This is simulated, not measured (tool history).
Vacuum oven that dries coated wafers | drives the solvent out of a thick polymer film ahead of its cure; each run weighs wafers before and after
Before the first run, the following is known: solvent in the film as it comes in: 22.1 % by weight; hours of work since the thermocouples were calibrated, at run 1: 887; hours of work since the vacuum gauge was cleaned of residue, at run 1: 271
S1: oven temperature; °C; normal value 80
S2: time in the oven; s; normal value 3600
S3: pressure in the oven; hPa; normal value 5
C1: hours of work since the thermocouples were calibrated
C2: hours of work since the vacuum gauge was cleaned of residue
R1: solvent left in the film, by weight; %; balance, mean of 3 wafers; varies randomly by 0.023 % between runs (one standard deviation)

run 1 hour=0 | S1=80 S2=3600 S3=5 | C1=887 C2=271 | R1=1.86
run 2 hour=12.5 | S1=80 S2=3600 S3=5 | C1=893 C2=277 | R1=1.83
run 3 hour=23.2 | S1=80 S2=3600 S3=12.38 | C1=898 C2=282 | R1=2.15
run 4 hour=36.3 | S1=80 S2=3600 S3=12.38 | C1=904 C2=289 | R1=2.18
run 5 hour=51.7 | S1=80 S2=3600 S3=12.38 | C1=912 C2=296 | R1=2.15
run 6 hour=61 | S1=80 S2=3600 S3=12.38 | C1=916 C2=300 | R1=2.17
-- hour=66.4 oven's thermocouples calibrated
run 7 hour=72.1 | S1=80 S2=3600 S3=12.38 | C1=3 C2=305 | R1=2.85
run 8 hour=80.3 | S1=80 S2=3600 S3=16.23 | C1=7 C2=309 | R1=3.04
run 9 hour=88.5 | S1=80 S2=3600 S3=5 | C1=10 C2=312 | R1=2.49
run 10 hour=99.9 | S1=80 S2=3600 S3=5 | C1=16 C2=318 | R1=2.48
run 11 hour=113.5 | S1=80 S2=1920 S3=5 | C1=22 C2=324 | R1=6.04
run 12 hour=125.7 | S1=80 S2=4320 S3=5 | C1=28 C2=330 | R1=1.76
-- hour=128.5 vacuum gauge cleaned of residue and calibrated
run 13 hour=138.1 | S1=80 S2=4320 S3=5 | C1=33 C2=5 | R1=1.79
run 14 hour=144.3 | S1=80 S2=3600 S3=10.81 | C1=36 C2=7 | R1=2.75
run 15 hour=155.8 | S1=80 S2=3600 S3=10.81 | C1=42 C2=13 | R1=2.78
run 16 hour=167 | S1=80 S2=3600 S3=2.5 | C1=47 C2=18 | R1=2.4
run 17 hour=180.9 | S1=80 S2=3600 S3=2.5 | C1=54 C2=25 | R1=2.38
run 18 hour=195.3 | S1=93 S2=4860 S3=4.32 | C1=61 C2=32 | R1=0.24
run 19 hour=207.9 | S1=93 S2=4860 S3=4.32 | C1=66 C2=38 | R1=0.24
-- hour=210.5 vacuum gauge cleaned of residue and calibrated, once more
run 20 hour=220.7 | S1=70 S2=4740 S3=4.44 | C1=72 C2=5 | R1=5.18
run 21 hour=228 | S1=70 S2=4740 S3=4.44 | C1=75 C2=8 | R1=5.19
run 22 hour=237.5 | S1=85 S2=2640 S3=10.18 | C1=80 C2=13 | R1=2.28
run 23 hour=252.8 | S1=84 S2=6240 S3=5 | C1=87 C2=20 | R1=0.4
run 24 hour=262.7 | S1=84 S2=6240 S3=5 | C1=92 C2=25 | R1=0.32
run 25 hour=271.4 | S1=84 S2=6240 S3=5 | C1=96 C2=29 | R1=0.34
run 26 hour=286.1 | S1=84 S2=6240 S3=5 | C1=103 C2=36 | R1=0.35
run 27 hour=298.2 | S1=84 S2=6240 S3=8.87 | C1=109 C2=42 | R1=0.52
run 28 hour=307.5 | S1=84 S2=6240 S3=8.87 | C1=113 C2=46 | R1=0.52
run 29 hour=319.6 | S1=73 S2=4560 S3=5 | C1=119 C2=52 | R1=3.91
run 30 hour=326 | S1=73 S2=3000 S3=8.59 | C1=122 C2=55 | R1=6.7
run 31 hour=333 | S1=80 S2=6000 S3=5 | C1=125 C2=58 | R1=0.78

Same runs, no hidden state in the tool, same run-to-run variation:
The tool's hidden condition here consists of: true wafer temperature over the reading, C; true pressure over the reading, kPa; drift of the gauge itself on solvent_pct, %.
run=1 R1=2.42
run=2 R1=2.4
run=3 R1=2.75
run=4 R1=2.78
run=5 R1=2.74
run=6 R1=2.77
run=7 R1=2.77
run=8 R1=2.95
run=9 R1=2.41
run=10 R1=2.4
run=11 R1=5.98
run=12 R1=1.69
run=13 R1=1.69
run=14 R1=2.66
run=15 R1=2.69
run=16 R1=2.31
run=17 R1=2.29
run=18 R1=0.17
run=19 R1=0.17
run=20 R1=5.23
run=21 R1=5.24
run=22 R1=2.31
run=23 R1=0.4
run=24 R1=0.33
run=25 R1=0.35
run=26 R1=0.36
run=27 R1=0.53
run=28 R1=0.53
run=29 R1=3.99
run=30 R1=6.79
run=31 R1=0.81
